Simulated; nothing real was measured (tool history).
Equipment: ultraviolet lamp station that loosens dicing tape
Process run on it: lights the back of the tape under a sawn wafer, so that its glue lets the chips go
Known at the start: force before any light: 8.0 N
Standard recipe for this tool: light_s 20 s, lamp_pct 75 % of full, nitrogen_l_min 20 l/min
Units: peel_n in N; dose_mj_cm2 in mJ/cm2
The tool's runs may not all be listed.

run    hour  light_s  lamp_pct  nitrogen_l_min  peel_n  dose_mj_cm2
  1       0       20        75              20   1.297          282
  2    62.5       20        75               8   2.259          280
  3   124.5       20        88              20   0.987          321
  4     167       20        88              20   1.022          320
  5   212.2       20        88              20   1.028          315
  6   275.4       20        88              20   1.063          302
  7   315.5       20        88              20   1.104          303
  8   359.1       20        88              20   1.142          295
  9   396.2       20        88              20   1.181          295
 10   439.7       20        88              20   1.187          293
 11   476.4       16        75              20   2.211          197
        519  -- window cleaned of glue's vapour
 12   520.6       20        70              20   1.369          267
 13   565.4       20        70              20   1.414          268
 14   608.7       20        75              11   1.811          279
 15     650       22        75              20   1.082          307
 16   689.5       22        75              20   1.085          305
 17     747       22        75              20   1.078          302
 18   798.8       10        75              20   3.317          132
 19   833.8       10        75              20   3.339          128
 20   899.7       33        84              20   0.385          480
 21     931       33        84              20   0.381          479
 22   970.4       12        84              20   2.587          168
 23  1023.5       16        83              20   1.841          222
 24  1080.9       31        94              20   0.398          479
 25  1115.8       14        63              29   2.638          144
 26  1144.1       21        78              18   1.527          264
 27  1190.4       28        73              40   0.595          325
 28  1241.5       31        93              20   0.444          451
     1301.8  -- lamp changed
 29    1307       17        74              20   1.517          251
 30  1334.3       19        75              38   0.795          284
 31  1396.1       19        75              38   0.851          275
 32  1442.3       19        75              38   0.889          271
 33  1504.7       20        70              18   1.533          264
 34  1532.5       20        70              18   1.542          262
 35  1587.5       20        70              18   1.568          265
 36  1639.7       10        75               6   4.586          133
 37    1681       10        83              20   2.942          152

Measured result minus the same run's result without the hidden state. Both carry the same run-to-run variation, though not necessarily the same gauge scatter:
The tool's hidden condition here consists of: lamp's light, % of a new lamp's; light that the window lets through, % of a clean one's; drift of the gauge itself on peel_n, %; drift of the gauge itself on dose_mj_cm2, %.
run  peel_n  dose_mj_cm2
  1   +0.36          -52
  2  +0.509          -57
  3  +0.352          -73
  4  +0.378          -77
  5  +0.397          -80
  6  +0.432          -85
  7  +0.467          -90
  8  +0.497          -92
  9  +0.528          -96
 10  +0.545         -100
 11  +0.808          -70
 12  +0.313          -42
 13  +0.351          -45
 14   +0.42          -51
 15  +0.336          -60
 16  +0.352          -63
 17   +0.37          -69
 18  +0.646          -33
 19  +0.677          -34
 20  +0.182         -137
 21  +0.191         -142
 22   +0.76          -54
 23  +0.689          -75
 24  +0.217         -170
 25  +0.855          -53
 26    +0.7         -101
 27  +0.347         -131
 28  +0.269         -190
 29   +0.25          -29
 30   +0.18          -34
 31  +0.215          -39
 32  +0.239          -42
 33  +0.376          -45
 34  +0.392          -48
 35  +0.428          -53
 36  +0.531          -30
 37  +0.601          -35
